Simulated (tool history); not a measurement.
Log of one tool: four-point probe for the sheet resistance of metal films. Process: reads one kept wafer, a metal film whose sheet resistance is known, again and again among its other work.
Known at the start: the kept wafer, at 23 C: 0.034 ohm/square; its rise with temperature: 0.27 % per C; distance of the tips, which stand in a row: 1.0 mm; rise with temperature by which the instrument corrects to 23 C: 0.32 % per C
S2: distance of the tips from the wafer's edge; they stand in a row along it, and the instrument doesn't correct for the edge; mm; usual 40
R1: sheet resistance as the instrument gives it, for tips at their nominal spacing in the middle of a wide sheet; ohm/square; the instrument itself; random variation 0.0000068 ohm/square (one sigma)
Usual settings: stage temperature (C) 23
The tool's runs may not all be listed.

run 1 day=0.000 | stage_temperature_(C)=23 S2=40 | R1=0.034230
run 2 day=0.567 | stage_temperature_(C)=23 S2=40 | R1=0.034225
run 3 day=1.604 | stage_temperature_(C)=23 S2=60 | R1=0.034213
run 4 day=2.308 | stage_temperature_(C)=23 S2=40 | R1=0.034230
run 5 day=3.025 | stage_temperature_(C)=19 S2=40 | R1=0.034294
run 6 day=3.879 | stage_temperature_(C)=19 S2=40 | R1=0.034296
run 7 day=4.508 | stage_temperature_(C)=19 S2=40 | R1=0.034302
run 8 day=5.096 | stage_temperature_(C)=32 S2=8 | R1=0.034363
run 9 day=5.729 | stage_temperature_(C)=32 S2=8 | R1=0.034360
run 10 day=6.679 | stage_temperature_(C)=32 S2=8 | R1=0.034368
run 11 day=7.721 | stage_temperature_(C)=31 S2=8 | R1=0.034390
run 12 day=8.325 | stage_temperature_(C)=31 S2=40 | R1=0.034110
run 13 day=8.767 | stage_temperature_(C)=23 S2=15 | R1=0.034315

Forecast each of these 4 alternatives for the next run:
run A day=9.650 | stage_temperature_(C)=21 S2=40 | R1=?
run B day=9.650 | stage_temperature_(C)=23 S2=3 | R1=?
run C day=9.650 | stage_temperature_(C)=23 S2=26 | R1=?
run D day=9.650 | stage_temperature_(C)=23 S2=28 | R1=?

run=A R1=0.034278
run=B R1=0.036173
run=C R1=0.034251
run=D R1=0.034254
Without the tool's hidden state the same runs would have given:
run=A R1=0.034043
run=B R1=0.035926
run=C R1=0.034017
run=D R1=0.034019
